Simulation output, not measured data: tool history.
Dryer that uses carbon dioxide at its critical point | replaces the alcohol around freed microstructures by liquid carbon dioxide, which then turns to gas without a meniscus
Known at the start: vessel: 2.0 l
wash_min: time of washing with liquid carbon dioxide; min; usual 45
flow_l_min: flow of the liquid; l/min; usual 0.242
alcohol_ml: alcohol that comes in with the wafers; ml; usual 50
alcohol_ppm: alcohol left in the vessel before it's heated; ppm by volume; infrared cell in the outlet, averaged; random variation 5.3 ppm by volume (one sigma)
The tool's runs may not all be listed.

run,day,wash_min,flow_l_min,alcohol_ml,alcohol_ppm
1,0,45,0.242,50,150
2,0.779,45,0.242,50,151
3,1.15,45,0.242,50,156
4,1.483,45,0.242,50,145
5,2.258,45,0.242,50,158
6,2.95,45,0.242,50,157
7,3.588,45,0.242,50,161
8,4.167,45,0.242,50,148
9,4.7,45,0.242,50,163
10,5.221,45,0.242,50,157
11,5.662,45,0.242,50,159
12,6.2,45,0.242,50,160
13,6.7,34,0.242,50,523
14,7.367,34,0.242,50,515
15,7.812,34,0.242,50,522
16,8.554,34,0.242,50,511
17,9.221,45,0.242,50,169
18,9.696,45,0.363,50,34
19,10.258,45,0.242,50,171
20,10.829,45,0.242,50,170
21,11.508,45,0.242,50,163
22,12.117,45,0.242,52,170
23,12.908,45,0.242,52,186
24,13.517,45,0.242,52,184
25,14.038,40,0.171,59,1319
26,14.5,64,0.242,50,44
27,15.204,53,0.176,50,382
28,15.8,45,0.3,64,83
29,16.421,54,0.224,32,85
30,17.104,54,0.224,32,89
31,17.738,54,0.156,35,393
32,18.375,45,0.242,26,107
33,19.088,38,0.242,41,305
34,19.429,45,0.374,50,31
35,20.117,41,0.305,29,57
36,20.617,62,0.305,90,48
37,21.192,62,0.305,90,35
38,21.962,45,0.225,50,262
39,22.521,45,0.225,50,258
40,23.075,45,0.225,41,218
41,23.404,32,0.242,68,999
42,23.888,32,0.242,68,985
43,24.533,48,0.242,50,153
44,24.992,29,0.395,50,131
45,25.5,67,0.218,50,65
46,26.15,69,0.218,50,60
47,26.879,69,0.218,50,59
48,27.458,69,0.218,50,66

3 ways to go on from here, each from the tool as it stands after run 48. What would each give?
A,28.029,30,0.279,50,?
B,28.029,51,0.307,63,?
C,28.029,51,0.385,59,?

run,alcohol_ppm
A,552
B,64
C,37
Without the tool's hidden state the same runs would have given:
run,alcohol_ppm
A,378
B,24
C,5
